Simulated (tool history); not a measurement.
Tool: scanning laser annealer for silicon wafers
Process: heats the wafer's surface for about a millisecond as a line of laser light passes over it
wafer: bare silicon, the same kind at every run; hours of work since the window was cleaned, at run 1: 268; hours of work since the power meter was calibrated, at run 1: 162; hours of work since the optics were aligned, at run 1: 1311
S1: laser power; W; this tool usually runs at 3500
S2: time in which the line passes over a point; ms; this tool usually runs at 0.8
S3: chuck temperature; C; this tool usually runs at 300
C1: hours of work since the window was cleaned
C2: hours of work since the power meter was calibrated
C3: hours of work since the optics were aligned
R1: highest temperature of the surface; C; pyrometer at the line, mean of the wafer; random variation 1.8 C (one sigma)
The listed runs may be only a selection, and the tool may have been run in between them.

run 1 hour=0 | S1=3500 S2=0.8 S3=300 | C1=268 C2=162 C3=1311 | R1=1060
run 2 hour=53.9 | S1=3500 S2=0.8 S3=300 | C1=300 C2=194 C3=1343 | R1=1058
run 3 hour=78.6 | S1=3500 S2=0.8 S3=300 | C1=315 C2=209 C3=1358 | R1=1060
run 4 hour=113.6 | S1=3146 S2=0.8 S3=300 | C1=336 C2=230 C3=1379 | R1=975
run 5 hour=157.5 | S1=3500 S2=0.775 S3=300 | C1=362 C2=256 C3=1405 | R1=1048
run 6 hour=201.1 | S1=3500 S2=0.776 S3=300 | C1=388 C2=282 C3=1431 | R1=1050
-- hour=257.5 window over the wafer cleaned
run 7 hour=257.5 | S1=3500 S2=0.776 S3=300 | C1=0 C2=314 C3=1463 | R1=1046
run 8 hour=289.1 | S1=3500 S2=0.776 S3=276 | C1=19 C2=333 C3=1482 | R1=1024
run 9 hour=343.9 | S1=3500 S2=0.776 S3=276 | C1=51 C2=366 C3=1515 | R1=1025
-- hour=351.9 optics aligned, line set to its width
run 10 hour=398 | S1=3500 S2=0.776 S3=276 | C1=81 C2=395 C3=27 | R1=1024
run 11 hour=431.6 | S1=3500 S2=0.8 S3=300 | C1=101 C2=415 C3=47 | R1=1063
run 12 hour=464.8 | S1=3500 S2=0.8 S3=300 | C1=121 C2=435 C3=67 | R1=1058
run 13 hour=516.5 | S1=3500 S2=0.8 S3=300 | C1=151 C2=466 C3=98 | R1=1059
run 14 hour=556.6 | S1=3500 S2=0.8 S3=300 | C1=175 C2=490 C3=122 | R1=1061
run 15 hour=614.1 | S1=3500 S2=0.8 S3=300 | C1=210 C2=524 C3=156 | R1=1060
run 16 hour=659.9 | S1=3500 S2=0.649 S3=300 | C1=237 C2=551 C3=184 | R1=975
run 17 hour=704.6 | S1=3418 S2=0.8 S3=300 | C1=263 C2=578 C3=210 | R1=1044
run 18 hour=739.7 | S1=3418 S2=0.8 S3=270 | C1=284 C2=599 C3=231 | R1=1011
run 19 hour=781.4 | S1=3418 S2=0.8 S3=270 | C1=309 C2=624 C3=256 | R1=1012
run 20 hour=807.8 | S1=3500 S2=0.8 S3=300 | C1=325 C2=639 C3=272 | R1=1063
run 21 hour=839.5 | S1=3307 S2=0.968 S3=300 | C1=344 C2=658 C3=291 | R1=1097
run 22 hour=865.6 | S1=3307 S2=0.968 S3=300 | C1=359 C2=674 C3=306 | R1=1096
run 23 hour=914.5 | S1=3204 S2=0.8 S3=275 | C1=388 C2=703 C3=335 | R1=967
run 24 hour=942 | S1=3204 S2=0.854 S3=275 | C1=405 C2=719 C3=352 | R1=994
-- hour=969.7 window over the wafer cleaned
run 25 hour=987.3 | S1=3204 S2=0.854 S3=275 | C1=10 C2=745 C3=377 | R1=991
run 26 hour=1039.4 | S1=3450 S2=0.792 S3=272 | C1=42 C2=776 C3=408 | R1=1014
run 27 hour=1068.2 | S1=3500 S2=0.673 S3=290 | C1=59 C2=793 C3=426 | R1=977
run 28 hour=1116.2 | S1=3500 S2=0.561 S3=265 | C1=87 C2=822 C3=454 | R1=890
run 29 hour=1167.7 | S1=3779 S2=0.631 S3=300 | C1=118 C2=853 C3=485 | R1=1020
run 30 hour=1195.2 | S1=3779 S2=0.689 S3=300 | C1=134 C2=869 C3=501 | R1=1060
run 31 hour=1225.5 | S1=3522 S2=0.569 S3=300 | C1=152 C2=887 C3=519 | R1=931
run 32 hour=1272.7 | S1=3522 S2=0.569 S3=300 | C1=181 C2=915 C3=548 | R1=930
run 33 hour=1308.3 | S1=3522 S2=0.569 S3=300 | C1=202 C2=936 C3=569 | R1=932
run 34 hour=1365.9 | S1=3522 S2=0.569 S3=300 | C1=236 C2=971 C3=603 | R1=934
run 35 hour=1394.9 | S1=3522 S2=0.569 S3=300 | C1=253 C2=988 C3=620 | R1=932
run 36 hour=1443.1 | S1=3500 S2=0.673 S3=311 | C1=282 C2=1017 C3=649 | R1=1003
run 37 hour=1486.3 | S1=3500 S2=0.737 S3=278 | C1=308 C2=1042 C3=675 | R1=1003
run 38 hour=1513.8 | S1=3500 S2=0.848 S3=267 | C1=324 C2=1059 C3=691 | R1=1055
run 39 hour=1558.3 | S1=3256 S2=0.814 S3=300 | C1=351 C2=1085 C3=718 | R1=1013
run 40 hour=1590.6 | S1=3232 S2=0.755 S3=313 | C1=370 C2=1105 C3=737 | R1=991

Branching from run 40: 4 alternative next runs. What would each branch give?
run A hour=1622 | S1=3698 S2=0.755 S3=296 | C1=389 C2=1123 C3=756 | R1=?
run B hour=1622 | S1=3036 S2=0.841 S3=313 | C1=389 C2=1123 C3=756 | R1=?
run C hour=1622 | S1=3232 S2=0.651 S3=323 | C1=389 C2=1123 C3=756 | R1=?
run D hour=1622 | S1=3537 S2=0.569 S3=280 | C1=389 C2=1123 C3=756 | R1=?

run=A R1=1077
run=B R1=983
run=C R1=943
run=D R1=915
Had the tool no hidden state, the same runs would have come out as:
run=A R1=1078
run=B R1=983
run=C R1=944
run=D R1=915

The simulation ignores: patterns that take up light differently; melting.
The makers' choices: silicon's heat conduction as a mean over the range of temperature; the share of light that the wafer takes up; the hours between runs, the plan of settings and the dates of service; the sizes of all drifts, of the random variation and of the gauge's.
